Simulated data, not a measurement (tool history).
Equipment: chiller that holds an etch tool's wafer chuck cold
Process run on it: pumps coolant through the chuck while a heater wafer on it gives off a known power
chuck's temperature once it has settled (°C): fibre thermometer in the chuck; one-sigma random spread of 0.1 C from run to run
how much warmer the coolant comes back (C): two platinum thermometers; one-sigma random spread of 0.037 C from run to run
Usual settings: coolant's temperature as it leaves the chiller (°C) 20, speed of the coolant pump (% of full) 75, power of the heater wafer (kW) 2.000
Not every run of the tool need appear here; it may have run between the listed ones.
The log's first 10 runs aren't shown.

| run | hour | coolant's temperature as it leaves the chiller (°C) | speed of the coolant pump (% of full) | power of the heater wafer (kW) | chuck's temperature once it has settled (°C) | how much warmer the coolant comes back (C) |
|---|---|---|---|---|---|---|
| 11 | 1187.1 | 20 | 75 | 1.334 | 34.8 | 5.31 |
| 12 | 1254.4 | 20 | 75 | 1.334 | 34.8 | 5.40 |
| 13 | 1362.9 | 20 | 75 | 1.334 | 34.9 | 5.38 |
| 14 | 1513.0 | 20 | 75 | 2.000 | 42.4 | 8.07 |
| 15 | 1662.6 | 20 | 75 | 2.000 | 42.4 | 8.11 |
| 16 | 1759.7 | 20 | 75 | 2.000 | 42.8 | 8.19 |
| 17 | 1856.7 | 12 | 94 | 1.656 | 27.3 | 5.32 |
| 18 | 1964.2 | 14 | 80 | 2.000 | 35.5 | 7.60 |
| 19 | 2048.9 | 22 | 85 | 1.856 | 41.0 | 6.59 |
| 20 | 2181.4 | 11 | 97 | 1.983 | 29.2 | 6.21 |
| 21 | 2338.0 | 11 | 70 | 1.841 | 33.3 | 8.13 |
| 22 | 2439.9 | 11 | 70 | 1.321 | 26.9 | 5.81 |
| 23 | 2564.7 | 22 | 69 | 1.190 | 36.5 | 5.36 |
|  | 2635.3 | chiller's thermometer calibrated |
| 24 | 2661.0 | 19 | 78 | 2.644 | 48.8 | 10.38 |
| 25 | 2754.2 | 23 | 78 | 2.644 | 53.0 | 10.55 |
| 26 | 2901.4 | 23 | 78 | 2.644 | 53.2 | 10.59 |
| 27 | 3042.0 | 23 | 78 | 2.644 | 53.3 | 10.51 |
| 28 | 3159.6 | 19 | 75 | 1.314 | 34.6 | 5.44 |
| 29 | 3275.6 | 19 | 98 | 1.314 | 31.5 | 4.11 |
| 30 | 3350.4 | 20 | 69 | 1.011 | 32.9 | 4.61 |
| 31 | 3457.8 | 20 | 69 | 1.011 | 32.9 | 4.64 |

5 options for the next run, each taken on its own from the tool as it stands now. Forecast them:
| A | 3568.5 | 20 | 64 | 2.000 | ? | ? |
| B | 3568.5 | 20 | 69 | 2.634 | ? | ? |
| C | 3568.5 | 13 | 75 | 2.000 | ? | ? |
| D | 3568.5 | 13 | 62 | 2.000 | ? | ? |
| E | 3568.5 | 20 | 63 | 1.011 | ? | ? |

| run | chuck's temperature once it has settled (°C) | how much warmer the coolant comes back (C) |
|---|---|---|
| A | 47.5 | 10.01 |
| B | 53.7 | 12.06 |
| C | 37.1 | 8.37 |
| D | 41.1 | 10.33 |
| E | 34.0 | 5.05 |
With no hidden state in the tool, these same runs would have given:
| run | chuck's temperature once it has settled (°C) | how much warmer the coolant comes back (C) |
|---|---|---|
| A | 42.3 | 8.94 |
| B | 47.2 | 10.75 |
| C | 32.5 | 7.47 |
| D | 35.7 | 9.22 |
| E | 31.3 | 4.50 |
